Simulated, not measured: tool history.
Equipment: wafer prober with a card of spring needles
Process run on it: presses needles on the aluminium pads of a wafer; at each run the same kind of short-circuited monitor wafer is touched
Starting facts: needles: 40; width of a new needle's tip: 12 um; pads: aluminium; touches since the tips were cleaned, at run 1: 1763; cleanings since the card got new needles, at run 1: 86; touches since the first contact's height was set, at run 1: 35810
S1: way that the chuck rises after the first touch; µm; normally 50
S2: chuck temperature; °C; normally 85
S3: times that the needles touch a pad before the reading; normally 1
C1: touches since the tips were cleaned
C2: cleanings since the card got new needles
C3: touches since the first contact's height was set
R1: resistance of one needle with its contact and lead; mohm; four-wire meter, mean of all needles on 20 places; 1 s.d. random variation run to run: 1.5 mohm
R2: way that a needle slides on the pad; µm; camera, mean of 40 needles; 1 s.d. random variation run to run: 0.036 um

Run 1, hour 0: usual settings; C1 1763; C2 86; C3 35810. Result: R1 136 mohm, R2 11.67 µm.
At hour 1.3: tips cleaned on abrasive film.
At hour 11.4: tips cleaned on abrasive film.
Run 2, hour 18.6: usual settings but S2 37 °C; C1 1849; C2 88; C3 40497. Result: R1 131 mohm, R2 11.66 µm.
At hour 20.4: tips cleaned on abrasive film.
At hour 29.7: tips cleaned on abrasive film.
Run 3, hour 30.8: usual settings but S2 37 °C; C1 288; C2 90; C3 43552. Result: R1 128 mohm, R2 11.73 µm.
At hour 38.3: tips cleaned on abrasive film.
At hour 47.4: tips cleaned on abrasive film.
At hour 55.9: tips cleaned on abrasive film.
Run 4, hour 59.4: usual settings; C1 886; C2 93; C3 50742. Result: R1 137 mohm, R2 11.69 µm.
At hour 64.8: tips cleaned on abrasive film.
At hour 74.5: tips cleaned on abrasive film.
At hour 84: tips cleaned on abrasive film.
Run 5, hour 85.9: usual settings but S3 2; C1 505; C2 96; C3 57422. Result: R1 138 mohm, R2 11.76 µm.
At hour 92.1: tips cleaned on abrasive film.
At hour 101.5: tips cleaned on abrasive film.
At hour 110.5: tips cleaned on abrasive film.
Run 6, hour 112.4: usual settings but S1 55 µm; C1 491; C2 99; C3 64073. Result: R1 134 mohm, R2 12.95 µm.
At hour 119.9: tips cleaned on abrasive film.
At hour 129: tips cleaned on abrasive film.
Run 7, hour 135.6: usual settings but S1 55 µm; C1 1672; C2 101; C3 69920. Result: R1 133 mohm, R2 12.94 µm.
At hour 138.9: tips cleaned on abrasive film.
At hour 147.5: tips cleaned on abrasive film.
Run 8, hour 154.8: usual settings but S1 55 µm; C1 1865; C2 103; C3 74765. Result: R1 136 mohm, R2 13.02 µm.
At hour 156.9: tips cleaned on abrasive film.
At hour 166.6: tips cleaned on abrasive film.
At hour 175.5: tips cleaned on abrasive film.
Run 9, hour 181.8: usual settings but S1 49 µm, S2 102 °C, S3 2; C1 1586; C2 106; C3 81549. Result: R1 138 mohm, R2 11.54 µm.
At hour 185.1: tips cleaned on abrasive film.
At hour 185.4: height of the first contact set anew.
At hour 194.9: tips cleaned on abrasive film.
At hour 204.5: tips cleaned on abrasive film.
Run 10, hour 210.6: usual settings but S1 49 µm, S2 102 °C, S3 2; C1 1554; C2 109; C3 6361. Result: R1 137 mohm, R2 11.61 µm.

Alternative continuations, all from the tool just after run 10; predict every row:
At hour 212.7: tips cleaned on abrasive film.
At hour 222.2: tips cleaned on abrasive film.
Run A, hour 227.1: usual settings but S1 45 µm, S2 102 °C, S3 2; C1 1241; C2 111; C3 10514. Result: R1 ?, R2 ?.
At hour 212.7: tips cleaned on abrasive film.
At hour 222.2: tips cleaned on abrasive film.
Run B, hour 227.1: usual settings but S1 32 µm, S2 29 °C, S3 2; C1 1241; C2 111; C3 10514. Result: R1 ?, R2 ?.
At hour 212.7: tips cleaned on abrasive film.
At hour 222.2: tips cleaned on abrasive film.
Run C, hour 227.1: usual settings but S1 35 µm, S2 32 °C, S3 3; C1 1241; C2 111; C3 10514. Result: R1 ?, R2 ?.

run   R1     R2
  A  142  10.67
  B  135   7.64
  C  135   8.28
Take away the tool's hidden state, keep each run's random variation, and the runs would have read:
run   R1     R2
  A  142  10.55
  B  135   7.56
  C  134   8.19
